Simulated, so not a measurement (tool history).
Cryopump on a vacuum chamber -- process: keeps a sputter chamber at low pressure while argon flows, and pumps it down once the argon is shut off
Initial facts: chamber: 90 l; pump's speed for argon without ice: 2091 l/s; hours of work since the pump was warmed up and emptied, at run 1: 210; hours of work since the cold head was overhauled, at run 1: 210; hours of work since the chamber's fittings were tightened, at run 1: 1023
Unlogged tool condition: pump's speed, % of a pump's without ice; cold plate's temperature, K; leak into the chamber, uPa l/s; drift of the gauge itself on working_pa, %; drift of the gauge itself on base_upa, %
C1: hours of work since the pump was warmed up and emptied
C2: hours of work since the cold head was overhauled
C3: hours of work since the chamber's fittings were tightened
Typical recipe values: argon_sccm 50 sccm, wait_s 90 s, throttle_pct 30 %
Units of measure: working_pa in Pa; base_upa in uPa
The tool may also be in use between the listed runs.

run 1 hour=0 | argon_sccm=50 wait_s=90 throttle_pct=30 | C1=210 C2=210 C3=1023 | working_pa=0.1377 base_upa=0.69
run 2 hour=95.2 | argon_sccm=50 wait_s=90 throttle_pct=30 | C1=256 C2=256 C3=1069 | working_pa=0.1387 base_upa=0.73
run 3 hour=178.2 | argon_sccm=50 wait_s=90 throttle_pct=30 | C1=296 C2=296 C3=1108 | working_pa=0.1396 base_upa=0.67
run 4 hour=263.1 | argon_sccm=50 wait_s=90 throttle_pct=30 | C1=336 C2=336 C3=1149 | working_pa=0.1395 base_upa=0.71
run 5 hour=390.2 | argon_sccm=50 wait_s=90 throttle_pct=30 | C1=397 C2=397 C3=1210 | working_pa=0.1401 base_upa=0.74
run 6 hour=497.4 | argon_sccm=50 wait_s=90 throttle_pct=30 | C1=449 C2=449 C3=1261 | working_pa=0.1421 base_upa=0.78
run 7 hour=577.8 | argon_sccm=50 wait_s=94 throttle_pct=18 | C1=487 C2=487 C3=1300 | working_pa=0.2334 base_upa=0.81
run 8 hour=663.5 | argon_sccm=50 wait_s=77 throttle_pct=23 | C1=528 C2=528 C3=1341 | working_pa=0.1836 base_upa=0.84
run 9 hour=781 | argon_sccm=50 wait_s=77 throttle_pct=23 | C1=585 C2=585 C3=1397 | working_pa=0.1842 base_upa=0.82
run 10 hour=865.8 | argon_sccm=50 wait_s=77 throttle_pct=23 | C1=625 C2=625 C3=1438 | working_pa=0.186 base_upa=0.85

For run 11, what comes out?
run 11 hour=964.9 | argon_sccm=50 wait_s=77 throttle_pct=23 | C1=673 C2=673 C3=1486 | working_pa=? base_upa=?

Run 11 produced working_pa 0.1862 Pa, base_upa 0.95 uPa.
Without the tool's hidden state the same run would have given working_pa 0.1756 Pa, base_upa 0.55 uPa.

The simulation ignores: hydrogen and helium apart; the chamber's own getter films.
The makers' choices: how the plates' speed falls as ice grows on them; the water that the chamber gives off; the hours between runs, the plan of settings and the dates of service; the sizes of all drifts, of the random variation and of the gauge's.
